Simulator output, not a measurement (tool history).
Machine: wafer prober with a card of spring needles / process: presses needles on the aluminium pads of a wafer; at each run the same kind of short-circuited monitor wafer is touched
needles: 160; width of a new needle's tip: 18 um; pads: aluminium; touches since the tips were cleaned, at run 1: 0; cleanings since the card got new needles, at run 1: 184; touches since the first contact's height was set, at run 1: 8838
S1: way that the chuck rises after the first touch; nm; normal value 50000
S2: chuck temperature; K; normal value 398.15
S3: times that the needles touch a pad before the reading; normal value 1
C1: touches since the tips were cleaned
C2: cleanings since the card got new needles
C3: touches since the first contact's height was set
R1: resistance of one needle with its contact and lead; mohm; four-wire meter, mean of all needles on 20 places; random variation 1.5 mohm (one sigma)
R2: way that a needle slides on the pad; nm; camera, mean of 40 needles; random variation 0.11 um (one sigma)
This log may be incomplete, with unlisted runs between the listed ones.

run 1 hour=0.0 | S1=50000 S2=398.15 S3=1 | C1=0 C2=184 C3=8838 | R1=158 R2=11380
-- hour=17.3 tips cleaned on abrasive film
-- hour=31.1 tips cleaned on abrasive film
-- hour=44.9 tips cleaned on abrasive film
run 2 hour=57.8 | S1=50000 S2=398.15 S3=1 | C1=5776 C2=187 C3=34594 | R1=310 R2=11490
-- hour=61.4 tips cleaned on abrasive film
-- hour=75.2 tips cleaned on abrasive film
-- hour=89.1 tips cleaned on abrasive film
-- hour=102.9 tips cleaned on abrasive film
-- hour=116.7 tips cleaned on abrasive film
-- hour=132.8 tips cleaned on abrasive film
run 3 hour=132.8 | S1=50000 S2=398.15 S3=1 | C1=0 C2=193 C3=67856 | R1=165 R2=11170
-- hour=150.0 tips cleaned on abrasive film
-- hour=163.9 tips cleaned on abrasive film
-- hour=177.7 tips cleaned on abrasive film
-- hour=191.5 tips cleaned on abrasive film
run 4 hour=199.7 | S1=50000 S2=398.15 S3=1 | C1=3651 C2=197 C3=97635 | R1=288 R2=11090
-- hour=206.7 tips cleaned on abrasive film
-- hour=223.9 tips cleaned on abrasive film
-- hour=241.2 tips cleaned on abrasive film
-- hour=258.5 tips cleaned on abrasive film
-- hour=275.7 tips cleaned on abrasive film
run 5 hour=276.8 | S1=50000 S2=398.15 S3=1 | C1=461 C2=202 C3=131910 | R1=177 R2=11090
-- hour=290.6 tips cleaned on abrasive film
-- hour=304.4 tips cleaned on abrasive film
-- hour=318.3 tips cleaned on abrasive film
-- hour=332.1 tips cleaned on abrasive film
-- hour=346.0 tips cleaned on abrasive film
run 6 hour=350.5 | S1=50000 S2=398.15 S3=1 | C1=2034 C2=207 C3=164684 | R1=238 R2=10950
-- hour=360.9 tips cleaned on abrasive film
-- hour=374.7 tips cleaned on abrasive film
-- hour=378.5 height of the first contact set anew
-- hour=388.9 tips cleaned on abrasive film
-- hour=406.1 tips cleaned on abrasive film
-- hour=420.0 tips cleaned on abrasive film
-- hour=433.8 tips cleaned on abrasive film
run 7 hour=437.0 | S1=50000 S2=398.15 S3=1 | C1=1420 C2=213 C3=26012 | R1=229 R2=10350
-- hour=450.8 tips cleaned on abrasive film
-- hour=468.1 tips cleaned on abrasive film
-- hour=481.9 tips cleaned on abrasive film
-- hour=495.8 tips cleaned on abrasive film
-- hour=509.6 tips cleaned on abrasive film
run 8 hour=517.8 | S1=54000 S2=398.15 S3=1 | C1=3663 C2=218 C3=61952 | R1=289 R2=11130
-- hour=524.7 tips cleaned on abrasive film
-- hour=538.6 tips cleaned on abrasive film
-- hour=552.4 tips cleaned on abrasive film
-- hour=566.3 tips cleaned on abrasive film
run 9 hour=578.7 | S1=54000 S2=398.15 S3=1 | C1=5563 C2=222 C3=89033 | R1=321 R2=11130
-- hour=582.2 tips cleaned on abrasive film
-- hour=596.1 tips cleaned on abrasive film
-- hour=609.9 tips cleaned on abrasive film
-- hour=627.2 tips cleaned on abrasive film
run 10 hour=636.1 | S1=50000 S2=398.15 S3=1 | C1=4009 C2=226 C3=114560 | R1=354 R2=9900
-- hour=643.1 tips cleaned on abrasive film
-- hour=656.9 tips cleaned on abrasive film
-- hour=674.2 tips cleaned on abrasive film
-- hour=691.5 tips cleaned on abrasive film
-- hour=705.3 tips cleaned on abrasive film
-- hour=719.1 tips cleaned on abrasive film
run 11 hour=722.1 | S1=50000 S2=398.15 S3=1 | C1=1329 C2=232 C3=152776 | R1=266 R2=9820
-- hour=735.9 tips cleaned on abrasive film
-- hour=753.2 tips cleaned on abrasive film
-- hour=756.9 height of the first contact set anew, once more
-- hour=770.8 tips cleaned on abrasive film
-- hour=788.0 tips cleaned on abrasive film
run 12 hour=788.4 | S1=52000 S2=398.15 S3=1 | C1=157 C2=236 C3=13990 | R1=169 R2=12100
-- hour=802.2 tips cleaned on abrasive film
-- hour=816.1 tips cleaned on abrasive film
-- hour=829.9 tips cleaned on abrasive film
-- hour=847.2 tips cleaned on abrasive film
-- hour=861.0 tips cleaned on abrasive film
run 13 hour=863.8 | S1=50000 S2=398.15 S3=1 | C1=1229 C2=241 C3=47493 | R1=229 R2=11570
-- hour=877.6 tips cleaned on abrasive film
-- hour=891.4 tips cleaned on abrasive film
-- hour=905.3 tips cleaned on abrasive film
run 14 hour=911.5 | S1=50000 S2=398.15 S3=1 | C1=2808 C2=244 C3=68745 | R1=289 R2=11480
-- hour=921.9 tips cleaned on abrasive film
-- hour=935.8 tips cleaned on abrasive film
-- hour=949.6 tips cleaned on abrasive film
-- hour=966.9 tips cleaned on abrasive film
-- hour=984.1 tips cleaned on abrasive film
run 15 hour=996.3 | S1=36000 S2=301.15 S3=2 | C1=5421 C2=249 C3=106442 | R1=394 R2=7970
-- hour=999.8 tips cleaned on abrasive film
-- hour=1013.6 tips cleaned on abrasive film
-- hour=1027.5 tips cleaned on abrasive film
-- hour=1041.3 tips cleaned on abrasive film
-- hour=1055.1 tips cleaned on abrasive film
run 16 hour=1059.2 | S1=36000 S2=301.15 S3=2 | C1=1812 C2=254 C3=134381 | R1=293 R2=7730
-- hour=1069.6 tips cleaned on abrasive film
-- hour=1086.8 tips cleaned on abrasive film
-- hour=1100.7 tips cleaned on abrasive film
-- hour=1114.5 tips cleaned on abrasive film
run 17 hour=1118.2 | S1=36000 S2=315.15 S3=2 | C1=1646 C2=258 C3=160614 | R1=307 R2=7940
-- hour=1128.6 tips cleaned on abrasive film
-- hour=1142.4 tips cleaned on abrasive film
-- hour=1153.0 height of the first contact set anew
-- hour=1160.0 tips cleaned on abrasive film
-- hour=1173.8 tips cleaned on abrasive film
-- hour=1191.1 tips cleaned on abrasive film
run 18 hour=1202.4 | S1=36000 S2=315.15 S3=2 | C1=5034 C2=263 C3=21941 | R1=386 R2=8410
-- hour=1205.9 tips cleaned on abrasive film
-- hour=1219.7 tips cleaned on abrasive film
-- hour=1233.6 tips cleaned on abrasive film
-- hour=1250.8 tips cleaned on abrasive film
-- hour=1264.7 tips cleaned on abrasive film
-- hour=1276.7 card fitted with new needles
run 19 hour=1286.5 | S1=36000 S2=315.15 S3=2 | C1=4397 C2=0 C3=4397 | R1=232 R2=8220

Run 20 comes next. What will it give?
-- hour=1293.5 tips cleaned on abrasive film
-- hour=1307.3 tips cleaned on abrasive film
-- hour=1321.1 tips cleaned on abrasive film
run 20 hour=1332.7 | S1=32000 S2=308.15 S3=3 | C1=5166 C2=3 C3=24933 | R1=? R2=?

{"run 20": {"R1": 223, "R2": 7280}}
Had the tool carried no hidden state, the very same run would have given R1 135 mohm, R2 7360 nm.

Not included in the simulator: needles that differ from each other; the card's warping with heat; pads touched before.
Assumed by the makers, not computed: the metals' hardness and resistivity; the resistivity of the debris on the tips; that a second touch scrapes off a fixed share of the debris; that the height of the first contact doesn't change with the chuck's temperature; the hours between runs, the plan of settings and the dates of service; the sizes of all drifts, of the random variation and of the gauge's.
